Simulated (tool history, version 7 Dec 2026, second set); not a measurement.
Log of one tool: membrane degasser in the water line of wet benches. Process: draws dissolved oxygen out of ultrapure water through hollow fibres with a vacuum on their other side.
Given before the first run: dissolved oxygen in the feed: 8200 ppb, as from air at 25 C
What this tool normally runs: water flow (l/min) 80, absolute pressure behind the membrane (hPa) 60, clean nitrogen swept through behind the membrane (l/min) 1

| run | hour | water flow (l/min) | absolute pressure behind the membrane (hPa) | clean nitrogen swept through behind the membrane (l/min) | dissolved oxygen in the water behind the degasser (ppb) | pressure that the water loses in the fibres (hPa) |
|---|---|---|---|---|---|---|
| 1 | 0 | 80 | 60 | 1 | 413.2 | 625.3 |
|  | 180.9 | vacuum gauge calibrated |
| 2 | 328.3 | 80 | 60 | 1 | 440.6 | 626.6 |
| 3 | 529.5 | 80 | 60 | 0.46 | 689.8 | 629.3 |
| 4 | 785.4 | 80 | 98 | 1 | 901.8 | 631.9 |
| 5 | 1118.3 | 80 | 142.3 | 1 | 1379.7 | 635.1 |
|  | 1169.3 | vacuum gauge calibrated, once more |
| 6 | 1463.4 | 80 | 142.3 | 1 | 1322.8 | 634.3 |
|  | 1657.5 | seals of the vacuum lines changed |
| 7 | 1657.5 | 80 | 142.3 | 1 | 1323.2 | 639 |
| 8 | 1874.4 | 80 | 60 | 0.97 | 380 | 639.9 |
| 9 | 2027 | 80 | 60 | 1 | 383.6 | 643.8 |
| 10 | 2364.2 | 80 | 60 | 1 | 382.3 | 642.4 |
| 11 | 2603.9 | 80 | 60 | 1 | 397.7 | 643.2 |
| 12 | 2831.3 | 80 | 60 | 1 | 403.2 | 647 |
| 13 | 3181.8 | 80 | 60 | 1 | 402.7 | 653 |
| 14 | 3352.7 | 80 | 60 | 1.07 | 377.9 | 654.8 |
| 15 | 3687.1 | 80 | 60 | 1.07 | 380.6 | 651.4 |
| 16 | 3873.8 | 80 | 60 | 1.07 | 382.6 | 657.5 |
| 17 | 4211.7 | 110 | 60 | 1.07 | 481 | 906.8 |
| 18 | 4474.5 | 80 | 50.1 | 1 | 281.7 | 663 |
| 19 | 4796 | 80 | 53.9 | 1 | 344 | 668.1 |
| 20 | 5014.2 | 80 | 89.6 | 1.71 | 536.3 | 667.8 |
| 21 | 5357.5 | 86 | 60 | 1 | 437.9 | 716.7 |
|  | 5544.4 | vacuum gauge calibrated |
| 22 | 5544.4 | 86 | 60 | 1 | 385.9 | 721.5 |
| 23 | 5845.8 | 86 | 60 | 1 | 391.7 | 724.1 |
| 24 | 6040.6 | 58 | 48.6 | 0.93 | 190.3 | 490.8 |

For run 25, what comes out?
| 25 | 6250.6 | 80 | 39.9 | 1.42 | ? | ? |

dissolved oxygen in the water behind the degasser (ppb): 98.3
pressure that the water loses in the fibres (hPa): 685.7
If the tool had no hidden condition, the same run with the same run-to-run variation would have returned dissolved oxygen in the water behind the degasser (ppb) 85.7, pressure that the water loses in the fibres (hPa) 607.6.
